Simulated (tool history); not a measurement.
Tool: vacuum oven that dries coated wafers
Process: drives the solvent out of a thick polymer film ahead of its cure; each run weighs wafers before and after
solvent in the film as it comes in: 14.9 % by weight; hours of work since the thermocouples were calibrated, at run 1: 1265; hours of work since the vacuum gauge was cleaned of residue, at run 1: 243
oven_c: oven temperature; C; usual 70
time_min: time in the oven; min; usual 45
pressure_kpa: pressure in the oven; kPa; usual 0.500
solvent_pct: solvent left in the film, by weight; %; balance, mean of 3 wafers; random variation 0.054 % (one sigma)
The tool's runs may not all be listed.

| run | hour | oven_c | time_min | pressure_kpa | hours of work since the thermocouples were calibrated | hours of work since the vacuum gauge was cleaned of residue | solvent_pct |
|---|---|---|---|---|---|---|---|
| 1 | 0.0 | 70 | 45 | 0.500 | 1265 | 243 | 2.49 |
| 2 | 13.5 | 70 | 45 | 0.500 | 1271 | 249 | 2.37 |
| 3 | 27.8 | 70 | 45 | 0.500 | 1278 | 256 | 2.36 |
| 4 | 43.4 | 70 | 28 | 0.500 | 1285 | 263 | 4.40 |
| 5 | 57.9 | 70 | 28 | 0.500 | 1291 | 269 | 4.46 |
| 6 | 66.8 | 70 | 28 | 0.500 | 1295 | 273 | 4.39 |
| 7 | 73.9 | 70 | 28 | 0.500 | 1298 | 276 | 4.43 |
| 8 | 90.0 | 70 | 28 | 0.500 | 1305 | 283 | 4.45 |
| 9 | 99.7 | 70 | 28 | 0.500 | 1309 | 287 | 4.54 |
| 10 | 109.3 | 70 | 28 | 0.500 | 1314 | 292 | 4.30 |
| 11 | 122.8 | 70 | 45 | 0.500 | 1320 | 298 | 2.48 |
| 12 | 135.7 | 70 | 25 | 0.500 | 1325 | 303 | 5.07 |
| 13 | 143.7 | 70 | 25 | 0.500 | 1329 | 307 | 4.99 |
| 14 | 159.3 | 70 | 25 | 0.500 | 1336 | 314 | 5.09 |
| 15 | 174.2 | 70 | 45 | 0.500 | 1342 | 320 | 2.48 |
| 16 | 184.1 | 70 | 47 | 0.500 | 1347 | 325 | 2.35 |
| 17 | 194.2 | 70 | 47 | 0.500 | 1351 | 329 | 2.27 |
| 18 | 201.5 | 70 | 47 | 0.500 | 1354 | 332 | 2.42 |
| 19 | 212.0 | 70 | 45 | 0.500 | 1359 | 337 | 2.49 |
| 20 | 221.9 | 72 | 45 | 0.500 | 1363 | 341 | 1.94 |
| 21 | 228.6 | 72 | 45 | 0.500 | 1366 | 344 | 1.94 |
| 22 | 236.1 | 63 | 35 | 1.389 | 1370 | 348 | 6.31 |
| 23 | 244.8 | 63 | 35 | 1.389 | 1373 | 351 | 6.33 |
| 24 | 255.2 | 70 | 27 | 0.500 | 1378 | 356 | 4.57 |
| 25 | 269.9 | 67 | 56 | 0.500 | 1385 | 363 | 2.63 |
| 26 | 278.9 | 67 | 56 | 0.500 | 1389 | 367 | 2.58 |
|  | 281.9 | vacuum gauge cleaned of residue and calibrated |
| 27 | 293.1 | 70 | 32 | 0.271 | 1394 | 5 | 3.81 |
| 28 | 299.8 | 70 | 22 | 0.958 | 1397 | 8 | 5.58 |
| 29 | 315.3 | 66 | 31 | 0.500 | 1404 | 15 | 5.39 |
| 30 | 327.3 | 66 | 31 | 0.500 | 1409 | 20 | 5.42 |
| 31 | 335.4 | 66 | 25 | 0.560 | 1413 | 24 | 6.33 |
| 32 | 348.7 | 72 | 69 | 1.081 | 1419 | 29 | 1.00 |
|  | 353.1 | vacuum gauge cleaned of residue and calibrated, once more |
| 33 | 362.3 | 72 | 69 | 1.081 | 1424 | 4 | 0.98 |
| 34 | 376.1 | 72 | 69 | 1.081 | 1430 | 10 | 1.11 |
| 35 | 384.3 | 72 | 69 | 1.081 | 1434 | 14 | 1.19 |
| 36 | 392.0 | 77 | 69 | 0.328 | 1437 | 17 | 0.30 |
| 37 | 402.5 | 70 | 52 | 0.500 | 1442 | 22 | 1.99 |
| 38 | 416.0 | 65 | 28 | 0.498 | 1448 | 28 | 6.24 |
| 39 | 430.1 | 59 | 61 | 0.500 | 1454 | 34 | 5.23 |

3 ways to go on from here, each from the tool as it stands after run 39. What would each give?
| A | 446.3 | 83 | 61 | 1.272 | 1461 | 41 | ? |
| B | 446.3 | 59 | 61 | 1.819 | 1461 | 41 | ? |
| C | 446.3 | 62 | 30 | 1.013 | 1461 | 41 | ? |

| run | solvent_pct |
|---|---|
| A | 0.39 |
| B | 5.94 |
| C | 7.20 |
Without the tool's hidden state the same runs would have given:
| run | solvent_pct |
|---|---|
| A | 0.34 |
| B | 5.20 |
| C | 6.55 |

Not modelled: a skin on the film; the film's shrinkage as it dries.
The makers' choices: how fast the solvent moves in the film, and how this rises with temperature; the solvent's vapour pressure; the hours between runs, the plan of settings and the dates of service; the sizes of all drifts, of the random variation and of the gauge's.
